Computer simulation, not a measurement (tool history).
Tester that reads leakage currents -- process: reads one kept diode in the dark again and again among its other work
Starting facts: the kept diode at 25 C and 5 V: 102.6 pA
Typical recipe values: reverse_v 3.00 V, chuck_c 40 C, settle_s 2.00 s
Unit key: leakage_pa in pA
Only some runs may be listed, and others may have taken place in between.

run,hour,reverse_v,chuck_c,settle_s,leakage_pa
1,0.0,3.00,40,2.00,342.68
2,102.1,3.00,40,2.00,343.86
3,229.5,3.00,40,2.00,346.12
# hour 247.4: probe card cleaned and baked
4,397.0,3.00,30,2.00,148.22
5,535.8,3.00,40,1.26,352.50
6,694.0,1.12,44,2.86,349.13
# hour 738.6: probe card cleaned and baked, once more
7,804.6,1.12,44,2.86,351.12
8,986.4,8.60,47,0.39,900.30
9,1156.0,9.83,47,0.74,947.81
# hour 1286.1: chuck's temperature calibrated
10,1286.1,9.10,23,2.88,108.34

Below are 3 alternative next runs, each starting from the tool's condition after run 10. Predict each:
A,1378.5,3.00,43,0.68,?
B,1378.5,9.10,55,2.88,?
C,1378.5,13.34,26,7.19,?

run,leakage_pa
A,415.19
B,1546.34
C,163.06
Stripped of hidden state, with their random variation kept, the same runs would have yielded:
run,leakage_pa
A,414.56
B,1544.26
C,157.36
